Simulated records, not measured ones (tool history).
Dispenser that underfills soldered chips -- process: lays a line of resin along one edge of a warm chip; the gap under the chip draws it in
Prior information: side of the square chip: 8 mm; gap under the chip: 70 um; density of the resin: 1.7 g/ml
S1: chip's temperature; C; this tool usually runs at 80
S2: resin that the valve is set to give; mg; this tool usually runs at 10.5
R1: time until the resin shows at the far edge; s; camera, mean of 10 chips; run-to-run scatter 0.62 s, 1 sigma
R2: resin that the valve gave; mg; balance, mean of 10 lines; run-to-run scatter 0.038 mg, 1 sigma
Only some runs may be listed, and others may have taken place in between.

{"run": 1, "day": 0.0, "S1": 80, "S2": 10.5, "R1": 77.8, "R2": 10.41}
{"run": 2, "day": 0.112, "S1": 80, "S2": 10.1, "R1": 87.6, "R2": 9.99}
{"day": 0.146, "done": "new syringe of resin"}
{"run": 3, "day": 0.362, "S1": 80, "S2": 10.1, "R1": 64.5, "R2": 9.98}
{"run": 4, "day": 0.608, "S1": 80, "S2": 10.1, "R1": 78.3, "R2": 9.95}
{"run": 5, "day": 0.754, "S1": 80, "S2": 9.3, "R1": 88.0, "R2": 9.17}
{"day": 0.788, "done": "new syringe of resin"}
{"run": 6, "day": 0.896, "S1": 80, "S2": 9.3, "R1": 59.8, "R2": 9.16}
{"run": 7, "day": 1.083, "S1": 80, "S2": 9.3, "R1": 70.9, "R2": 9.1}
{"run": 8, "day": 1.229, "S1": 68, "S2": 9.3, "R1": 144.0, "R2": 9.1}
{"day": 1.412, "done": "new syringe of resin"}
{"run": 9, "day": 1.442, "S1": 80, "S2": 13.5, "R1": 53.8, "R2": 13.26}
{"day": 1.583, "done": "dispensing valve cleaned and set on the balance"}
{"run": 10, "day": 1.717, "S1": 80, "S2": 10.5, "R1": 66.5, "R2": 10.47}
{"run": 11, "day": 1.892, "S1": 76, "S2": 10.5, "R1": 92.4, "R2": 10.5}
{"run": 12, "day": 2.046, "S1": 76, "S2": 10.5, "R1": 104.5, "R2": 10.43}
{"day": 2.096, "done": "new syringe of resin"}
{"run": 13, "day": 2.238, "S1": 76, "S2": 10.5, "R1": 72.9, "R2": 10.48}
{"run": 14, "day": 2.358, "S1": 76, "S2": 10.5, "R1": 79.9, "R2": 10.48}
{"run": 15, "day": 2.558, "S1": 90, "S2": 9.5, "R1": 49.7, "R2": 9.49}
{"run": 16, "day": 2.667, "S1": 77, "S2": 10.4, "R1": 96.0, "R2": 10.31}
{"day": 2.725, "done": "new syringe of resin"}
{"run": 17, "day": 2.808, "S1": 68, "S2": 10.3, "R1": 100.4, "R2": 10.2}
{"run": 18, "day": 2.979, "S1": 78, "S2": 12.7, "R1": 67.6, "R2": 12.53}
{"run": 19, "day": 3.2, "S1": 82, "S2": 11.1, "R1": 66.8, "R2": 10.97}
{"day": 3.35, "done": "new syringe of resin"}
{"run": 20, "day": 3.371, "S1": 92, "S2": 12.8, "R1": 29.4, "R2": 12.7}
{"run": 21, "day": 3.562, "S1": 90, "S2": 12.4, "R1": 37.1, "R2": 12.22}
{"run": 22, "day": 3.804, "S1": 79, "S2": 12.7, "R1": 76.5, "R2": 12.47}
{"run": 23, "day": 3.938, "S1": 79, "S2": 12.7, "R1": 83.1, "R2": 12.54}
{"day": 3.996, "done": "new syringe of resin"}
{"run": 24, "day": 4.088, "S1": 84, "S2": 12.4, "R1": 45.4, "R2": 12.16}
{"run": 25, "day": 4.321, "S1": 83, "S2": 11.6, "R1": 58.1, "R2": 11.39}
{"day": 4.446, "done": "dispensing valve cleaned and set on the balance"}
{"run": 26, "day": 4.467, "S1": 77, "S2": 13.2, "R1": 81.9, "R2": 13.18}
{"run": 27, "day": 4.575, "S1": 77, "S2": 13.2, "R1": 88.9, "R2": 13.17}

Here are 3 independent what-if runs from the current tool condition. What would each one return?
{"day": 4.671, "done": "new syringe of resin"}
{"run": "A", "day": 4.725, "S1": 71, "S2": 9.7, "R1": "?", "R2": "?"}
{"day": 4.671, "done": "new syringe of resin"}
{"run": "B", "day": 4.725, "S1": 80, "S2": 9.6, "R1": "?", "R2": "?"}
{"day": 4.671, "done": "new syringe of resin"}
{"run": "C", "day": 4.725, "S1": 77, "S2": 13.4, "R1": "?", "R2": "?"}

run=A R1=87.7 R2=9.65
run=B R1=56.6 R2=9.60
run=C R1=62.2 R2=13.36
Take away the tool's hidden state, keep each run's random variation, and the runs would have read:
run=A R1=87.0 R2=9.66
run=B R1=56.0 R2=9.61
run=C R1=61.6 R2=13.38
